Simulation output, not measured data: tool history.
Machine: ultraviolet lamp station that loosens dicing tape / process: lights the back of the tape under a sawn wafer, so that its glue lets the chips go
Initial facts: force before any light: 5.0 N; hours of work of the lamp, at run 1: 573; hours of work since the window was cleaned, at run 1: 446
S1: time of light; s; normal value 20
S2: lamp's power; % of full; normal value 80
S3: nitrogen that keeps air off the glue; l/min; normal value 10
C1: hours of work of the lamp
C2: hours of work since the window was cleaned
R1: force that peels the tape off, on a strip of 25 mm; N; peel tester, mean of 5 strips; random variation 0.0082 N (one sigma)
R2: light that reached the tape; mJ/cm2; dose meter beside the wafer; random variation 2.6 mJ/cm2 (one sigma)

run	hour	S1	S2	S3	C1	C2	R1	R2
1	0	20	80	10	573	446	0.435	260
2	13.6	20	80	10	583	456	0.441	258
# hour 18.1: window cleaned of glue's vapour
3	27	20	80	10	592	7	0.456	250
4	43.8	20	80	10	605	19	0.476	247
5	58.1	20	80	10	616	30	0.47	250
6	70.5	20	80	10	625	39	0.47	244
7	97.8	20	80	10	645	60	0.504	244
8	125.6	20	80	10	666	81	0.501	238
9	144.7	20	80	10	681	95	0.494	234
10	166.5	35	80	10	697	111	0.267	409
# hour 171.2: window cleaned of glue's vapour, once more
11	186.6	35	80	10	712	11	0.255	477
12	210.6	35	80	10	730	30	0.25	481
13	229.1	35	80	10	743	43	0.251	477
14	244.7	20	80	10	755	55	0.418	274
15	256.7	20	80	10	764	64	0.406	269
16	278	20	80	10	780	80	0.435	263
17	293.3	20	80	10	792	91	0.41	261
18	316.9	20	80	10	809	109	0.441	265
19	339.5	20	80	10	826	126	0.44	267
20	357.2	20	80	10	840	139	0.428	259
21	371.5	20	80	7	850	150	0.557	259
22	388.3	12	80	4	863	163	1.558	153
23	414.2	29	81	12	882	182	0.268	381
24	429.6	12	69	10	894	194	1.227	131
25	444.8	34	80	5	905	205	0.306	426
26	461.1	34	80	5	917	217	0.317	427
27	483.1	34	80	5	934	234	0.34	422
28	496.8	12	73	10	944	244	1.122	135
29	509.6	12	89	10	954	254	0.883	161
30	524.7	21	75	7	965	265	0.608	241
31	550.3	32	95	6	984	284	0.278	462
32	575.4	32	66	6	1003	303	0.451	315
33	596.5	35	66	6	1019	319	0.406	344
34	610.4	30	100	6	1029	329	0.294	444
35	634.5	17	80	5	1047	347	1.011	199
36	651	13	80	10	1060	360	1.008	153
37	666.1	20	92	12	1071	371	0.375	267
38	677.8	20	92	12	1080	380	0.391	263
39	693.3	20	92	12	1091	391	0.398	262
40	721.5	20	92	12	1113	413	0.382	257
41	736.8	25	92	8	1124	424	0.381	319
42	758.5	17	93	10	1140	440	0.567	217

Each row is a separate what-if for the run after 42, all from the same tool condition, not one after another. Results?
A	780.1	22	71	8	1157	456	?	?
B	780.1	20	68	10	1157	456	?	?
C	780.1	14	80	5	1157	456	?	?
D	780.1	22	80	10	1157	456	?	?

run	R1	R2
A	0.701	216
B	0.722	190
C	1.356	156
D	0.478	243
With the hidden condition removed and each run's random variation left untouched, the same runs would have given:
run	R1	R2
A	0.401	314
B	0.404	276
C	0.819	227
D	0.29	354

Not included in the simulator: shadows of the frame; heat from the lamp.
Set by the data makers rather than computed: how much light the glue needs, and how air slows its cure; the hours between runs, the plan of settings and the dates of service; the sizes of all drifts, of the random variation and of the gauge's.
